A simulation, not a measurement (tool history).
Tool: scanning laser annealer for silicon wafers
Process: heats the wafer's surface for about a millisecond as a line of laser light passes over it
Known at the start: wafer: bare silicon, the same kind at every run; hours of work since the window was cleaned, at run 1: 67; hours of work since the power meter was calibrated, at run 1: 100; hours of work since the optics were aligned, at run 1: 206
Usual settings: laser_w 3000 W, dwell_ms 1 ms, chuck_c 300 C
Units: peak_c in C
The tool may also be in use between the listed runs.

run	hour	laser_w	dwell_ms	chuck_c	hours of work since the window was cleaned	hours of work since the power meter was calibrated	hours of work since the optics were aligned	peak_c
1	0	3000	1	300	67	100	206	1044
2	4.7	3000	1	294	71	103	209	1037
3	10	3000	1	294	75	107	213	1037
4	15.9	3000	1	294	80	112	218	1040
5	24.9	3000	1	294	87	119	225	1037
6	31	3000	1	294	91	124	229	1038
7	36.6	3000	0.96	300	96	128	234	1029
8	41.8	3000	0.96	300	100	132	238	1028
9	48.8	2922	1	300	105	137	243	1025
10	52.8	3000	1	262	108	140	246	1005
11	57.5	3000	1	300	112	144	250	1046
12	66	2876	1	282	118	151	256	993
13	71	2876	1	282	122	154	260	996
14	79.2	2876	1	282	129	161	267	991
15	84.4	3000	1.21	326	133	165	271	1140
16	89.9	3000	1.21	326	137	169	275	1141
17	96.7	3000	1.21	326	142	174	280	1144
18	101.2	3000	1.21	326	146	178	284	1140
19	105.1	3258	1.21	292	149	181	287	1178
20	112.5	3172	1.21	275	154	187	292	1141
21	121.4	3237	1.15	300	161	193	299	1165
22	128.3	3207	1	298	167	199	305	1094

3 ways to go on from here, each from the tool as it stands after run 22. What would each give?
A	132.1	2691	0.72	312	169	202	307	?
B	132.1	3000	1	309	169	202	307	?
C	132.1	2945	0.71	300	169	202	307	?

run	peak_c
A	879
B	1053
C	922
Without the tool's hidden state the same runs would have given:
run	peak_c
A	879
B	1053
C	922
